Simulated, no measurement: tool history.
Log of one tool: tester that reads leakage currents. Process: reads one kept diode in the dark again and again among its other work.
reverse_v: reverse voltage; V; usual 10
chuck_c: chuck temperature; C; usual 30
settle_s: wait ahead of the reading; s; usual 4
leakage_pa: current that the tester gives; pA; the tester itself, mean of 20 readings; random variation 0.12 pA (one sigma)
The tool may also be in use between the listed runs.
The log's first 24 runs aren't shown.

| run | hour | reverse_v | chuck_c | settle_s | leakage_pa |
|---|---|---|---|---|---|
| 25 | 737 | 5.4 | 57 | 8.87 | 196.06 |
| 26 | 759.8 | 1 | 47 | 2.03 | 59.21 |
| 27 | 777.7 | 1 | 38 | 0.77 | 32.67 |
| 28 | 806 | 1.5 | 36 | 0.87 | 33.05 |
| 29 | 829.5 | 7.4 | 30 | 4 | 38.5 |
| 30 | 868.8 | 7.4 | 31 | 0.45 | 43.56 |
| 31 | 909.1 | 7.2 | 43 | 0.74 | 92.85 |
|  | 922.2 | chuck's temperature calibrated |
| 32 | 930.7 | 6.7 | 26 | 0.74 | 26.87 |
| 33 | 948.5 | 5.4 | 46 | 2.23 | 91.78 |
| 34 | 988.3 | 10 | 42 | 4 | 88.62 |
| 35 | 1013.5 | 10 | 57 | 1.56 | 226.69 |
| 36 | 1039 | 10 | 57 | 1.56 | 226.71 |
| 37 | 1076.3 | 1.5 | 24 | 1.36 | 13.1 |

Forecast each of these 5 alternatives for the next run:
| A | 1107.6 | 5.7 | 55 | 0.74 | ? |
| B | 1107.6 | 10.9 | 43 | 3.73 | ? |
| C | 1107.6 | 1.9 | 30 | 0.3 | ? |
| D | 1107.6 | 1.8 | 30 | 0.76 | ? |
| E | 1107.6 | 1.5 | 24 | 7.31 | ? |

| run | leakage_pa |
|---|---|
| A | 166.58 |
| B | 98.36 |
| C | 22.49 |
| D | 21.63 |
| E | 13.05 |
Without the tool's hidden state the same runs would have given:
| run | leakage_pa |
|---|---|
| A | 165.11 |
| B | 95.5 |
| C | 21.99 |
| D | 21.16 |
| E | 12.65 |
